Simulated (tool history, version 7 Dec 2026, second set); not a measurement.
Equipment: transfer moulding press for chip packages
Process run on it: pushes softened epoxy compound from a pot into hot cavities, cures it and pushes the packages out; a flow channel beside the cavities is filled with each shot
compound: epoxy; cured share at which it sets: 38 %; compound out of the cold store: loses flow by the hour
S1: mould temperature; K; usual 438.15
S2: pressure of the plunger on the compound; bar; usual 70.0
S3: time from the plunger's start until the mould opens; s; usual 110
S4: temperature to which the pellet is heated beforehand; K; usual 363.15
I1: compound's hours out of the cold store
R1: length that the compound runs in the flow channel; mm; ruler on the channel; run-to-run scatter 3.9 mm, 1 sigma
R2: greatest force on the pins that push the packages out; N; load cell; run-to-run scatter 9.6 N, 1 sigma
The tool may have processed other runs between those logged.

Run 1, hour 0.0: usual settings; I1 21.8. Result: R1 775 mm, R2 696 N.
Run 2, hour 4.8: usual settings; I1 22.2. Result: R1 776 mm, R2 667 N.
Run 3, hour 11.3: usual settings; I1 18.9. Result: R1 787 mm, R2 669 N.
At hour 15.9: cavities cleaned with cleaning compound and waxed.
Run 4, hour 19.4: usual settings but S2 74.0 bar; I1 22.2. Result: R1 796 mm, R2 470 N.
Run 5, hour 29.3: usual settings but S2 74.0 bar; I1 42.4. Result: R1 744 mm, R2 534 N.
Run 6, hour 36.6: usual settings but S2 52.2 bar; I1 28.6. Result: R1 650 mm, R2 557 N.
Run 7, hour 43.5: usual settings but S3 138 s; I1 24.4. Result: R1 765 mm, R2 535 N.
Run 8, hour 51.1: usual settings; I1 22.8. Result: R1 770 mm, R2 638 N.
Run 9, hour 56.3: usual settings; I1 44.5. Result: R1 717 mm, R2 643 N.
Run 10, hour 66.4: usual settings but S3 122 s; I1 14.2. Result: R1 794 mm, R2 629 N.
Run 11, hour 72.4: usual settings; I1 44.3. Result: R1 721 mm, R2 647 N.
Run 12, hour 78.2: usual settings; I1 43.0. Result: R1 719 mm, R2 687 N.
Run 13, hour 83.9: usual settings; I1 9.4. Result: R1 804 mm, R2 697 N.
Run 14, hour 88.6: usual settings; I1 36.4. Result: R1 735 mm, R2 662 N.
Run 15, hour 93.4: usual settings; I1 19.6. Result: R1 769 mm, R2 707 N.
Run 16, hour 101.8: usual settings but S1 431.15 K, S3 104 s; I1 43.6. Result: R1 749 mm, R2 1150 N.
Run 17, hour 106.6: usual settings but S1 431.15 K, S2 55.9 bar, S3 104 s; I1 18.5. Result: R1 728 mm, R2 1197 N.
Run 18, hour 113.6: usual settings but S1 431.15 K, S2 63.1 bar, S3 142 s, S4 369.15 K; I1 46.8. Result: R1 707 mm, R2 743 N.
At hour 115.9: cavities cleaned with cleaning compound and waxed.
Run 19, hour 119.9: usual settings but S1 434.15 K, S2 74.4 bar, S3 134 s, S4 371.15 K; I1 35.1. Result: R1 777 mm, R2 450 N.
Run 20, hour 129.4: usual settings but S1 434.15 K, S2 74.4 bar, S3 134 s, S4 371.15 K; I1 22.5. Result: R1 808 mm, R2 530 N.
Run 21, hour 139.2: usual settings but S1 434.15 K, S2 74.4 bar, S3 134 s, S4 371.15 K; I1 47.0. Result: R1 746 mm, R2 556 N.
Run 22, hour 147.2: usual settings but S1 434.15 K, S2 74.4 bar, S3 134 s, S4 371.15 K; I1 8.5. Result: R1 838 mm, R2 567 N.
Run 23, hour 152.2: usual settings but S1 434.15 K, S2 74.4 bar, S3 134 s, S4 371.15 K; I1 19.5. Result: R1 817 mm, R2 607 N.
Run 24, hour 160.9: usual settings but S1 435.15 K, S2 60.9 bar, S3 109 s, S4 371.15 K; I1 8.2. Result: R1 759 mm, R2 762 N.
Run 25, hour 171.1: usual settings but S1 435.15 K, S2 60.9 bar, S3 109 s, S4 371.15 K; I1 34.6. Result: R1 694 mm, R2 727 N.
Run 26, hour 180.7: usual settings but S1 435.15 K, S2 62.4 bar, S3 131 s, S4 371.15 K; I1 33.0. Result: R1 702 mm, R2 645 N.
Run 27, hour 189.7: usual settings but S3 146 s, S4 366.15 K; I1 37.4. Result: R1 714 mm, R2 619 N.
Run 28, hour 197.3: usual settings but S2 65.2 bar; I1 38.2. Result: R1 697 mm, R2 695 N.

Forecast run 29:
Run 29, hour 201.6: usual settings but S2 65.2 bar; I1 26.8. Result: R1 ?, R2 ?.

{"run 29": {"R1": 716, "R2": 730}}
If the tool had no hidden condition, the same run with the same run-to-run variation would have returned R1 757 mm, R2 460 N.
